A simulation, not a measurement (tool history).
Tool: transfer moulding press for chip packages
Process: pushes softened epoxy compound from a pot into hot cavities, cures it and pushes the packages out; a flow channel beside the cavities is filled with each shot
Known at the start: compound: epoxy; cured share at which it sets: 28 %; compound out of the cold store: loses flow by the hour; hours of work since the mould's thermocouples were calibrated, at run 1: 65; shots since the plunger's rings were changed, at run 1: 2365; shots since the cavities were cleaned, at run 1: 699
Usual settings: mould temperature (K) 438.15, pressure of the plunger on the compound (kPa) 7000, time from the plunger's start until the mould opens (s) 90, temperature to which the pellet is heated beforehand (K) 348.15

run	hour	mould temperature (K)	pressure of the plunger on the compound (kPa)	time from the plunger's start until the mould opens (s)	temperature to which the pellet is heated beforehand (K)	hours of work since the mould's thermocouples were calibrated	shots since the plunger's rings were changed	shots since the cavities were cleaned	incoming compound's hours out of the cold store	length that the compound runs in the flow channel (mm)	greatest force on the pins that push the packages out (N)
1	0.0	438.15	7000	90	348.15	65	2365	699	47.8	503	779
# hour 7.9: cavities cleaned with cleaning compound and waxed
2	14.8	438.15	7000	90	348.15	75	2543	93	25.0	542	543
3	26.9	438.15	7000	90	348.15	84	2704	254	12.3	574	669
4	40.5	438.15	8550	90	348.15	94	2886	436	24.6	603	735
5	51.5	438.15	8550	90	348.15	102	3031	581	30.0	591	765
6	61.8	438.15	8530	90	348.15	109	3169	719	31.8	582	821
# hour 68.4: cavities cleaned with cleaning compound and waxed
7	78.4	438.15	8530	90	348.15	120	3370	133	16.5	618	622
8	93.6	438.15	7000	90	351.15	132	3573	336	17.1	555	687
9	107.5	438.15	7000	90	351.15	142	3757	520	28.2	540	759
10	118.4	438.15	7000	90	351.15	150	3903	666	39.2	512	783
# hour 128.5: cavities cleaned with cleaning compound and waxed
11	128.5	438.15	7000	90	343.15	156	4017	0	28.4	533	493
12	140.6	438.15	7000	90	343.15	165	4179	162	44.1	498	597
13	154.0	441.15	6050	75	351.15	175	4357	340	30.3	488	799
14	161.3	439.15	7000	90	342.15	180	4455	438	26.1	538	682
15	173.8	433.15	6630	95	342.15	189	4622	605	46.7	490	867
# hour 188.3: cavities cleaned with cleaning compound and waxed
16	191.2	446.15	7470	93	342.15	201	4833	39	18.6	558	464
17	203.1	446.15	7470	93	342.15	210	4991	197	13.1	570	542
# hour 215.7: plunger's sealing rings changed
18	215.9	446.15	7470	93	342.15	217	2	335	21.5	577	595
19	230.1	446.15	7470	108	358.15	228	192	525	38.1	532	646

Consider 3 possible next runs. They are alternatives, not a sequence: every one starts from the tool as it was left by run 19. What does each give?
A	245.0	444.15	6670	108	348.15	238	390	723	24.4	?	?
B	245.0	436.15	7000	85	346.15	238	390	723	45.8	?	?
C	245.0	446.15	7470	79	345.15	238	390	723	14.1	?	?

run	length that the compound runs in the flow channel (mm)	greatest force on the pins that push the packages out (N)
A	538	676
B	517	965
C	586	731
Take away the tool's hidden state, keep each run's random variation, and the runs would have read:
run	length that the compound runs in the flow channel (mm)	greatest force on the pins that push the packages out (N)
A	539	407
B	518	580
C	587	438
